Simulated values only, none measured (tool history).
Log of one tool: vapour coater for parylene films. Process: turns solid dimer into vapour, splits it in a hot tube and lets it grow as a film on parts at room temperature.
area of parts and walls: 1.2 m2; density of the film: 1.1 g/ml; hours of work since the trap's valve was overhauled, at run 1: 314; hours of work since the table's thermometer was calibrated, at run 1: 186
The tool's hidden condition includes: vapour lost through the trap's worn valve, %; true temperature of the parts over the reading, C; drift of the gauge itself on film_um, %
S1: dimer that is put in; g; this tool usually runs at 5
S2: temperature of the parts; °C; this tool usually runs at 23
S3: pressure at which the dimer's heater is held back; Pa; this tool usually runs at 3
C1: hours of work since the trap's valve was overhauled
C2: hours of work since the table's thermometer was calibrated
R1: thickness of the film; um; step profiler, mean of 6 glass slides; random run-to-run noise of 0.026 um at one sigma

run 1 hour=0 | S1=5 S2=23 S3=3 | C1=314 C2=186 | R1=2
run 2 hour=15.8 | S1=3 S2=23 S3=3 | C1=323 C2=195 | R1=1.2
run 3 hour=25.4 | S1=3 S2=23 S3=3 | C1=328 C2=201 | R1=1.22
run 4 hour=35 | S1=3 S2=23 S3=3 | C1=333 C2=206 | R1=1.19
run 5 hour=47.6 | S1=3 S2=23 S3=3 | C1=341 C2=213 | R1=1.2
run 6 hour=55.4 | S1=3 S2=23 S3=3 | C1=345 C2=218 | R1=1.13
run 7 hour=64.6 | S1=5 S2=23 S3=6.76 | C1=350 C2=223 | R1=1.67
run 8 hour=74.8 | S1=5 S2=23 S3=6.76 | C1=356 C2=229 | R1=1.65
run 9 hour=89 | S1=5 S2=29 S3=3 | C1=364 C2=237 | R1=1.79
run 10 hour=96.2 | S1=5 S2=29 S3=3 | C1=368 C2=241 | R1=1.85
run 11 hour=104 | S1=3 S2=23 S3=3 | C1=373 C2=245 | R1=1.19
run 12 hour=116.7 | S1=5 S2=23 S3=3 | C1=380 C2=253 | R1=2
run 13 hour=124.1 | S1=5 S2=23 S3=3 | C1=384 C2=257 | R1=1.96
run 14 hour=134.7 | S1=5 S2=23 S3=3 | C1=390 C2=263 | R1=2.02
run 15 hour=147.2 | S1=5 S2=23 S3=3 | C1=397 C2=270 | R1=2
run 16 hour=159 | S1=5 S2=23 S3=3.29 | C1=404 C2=277 | R1=1.95
run 17 hour=171.8 | S1=5 S2=23 S3=3.29 | C1=411 C2=284 | R1=1.9
run 18 hour=184.4 | S1=5 S2=23 S3=3.29 | C1=418 C2=291 | R1=1.96
run 19 hour=192.4 | S1=5 S2=23 S3=3 | C1=423 C2=296 | R1=2.03
run 20 hour=202.7 | S1=3 S2=23 S3=3 | C1=429 C2=302 | R1=1.22
run 21 hour=211.1 | S1=6 S2=25 S3=2.31 | C1=434 C2=306 | R1=2.43

Run 22, settings as shown, results not yet in. Your forecast:
run 22 hour=224.1 | S1=3 S2=32 S3=3 | C1=441 C2=314 | R1=?

{"run 22": {"R1": 1.03}}
Take away the tool's hidden state, keep the run-to-run variation as it was, and the same run would have given R1 1.04 um.
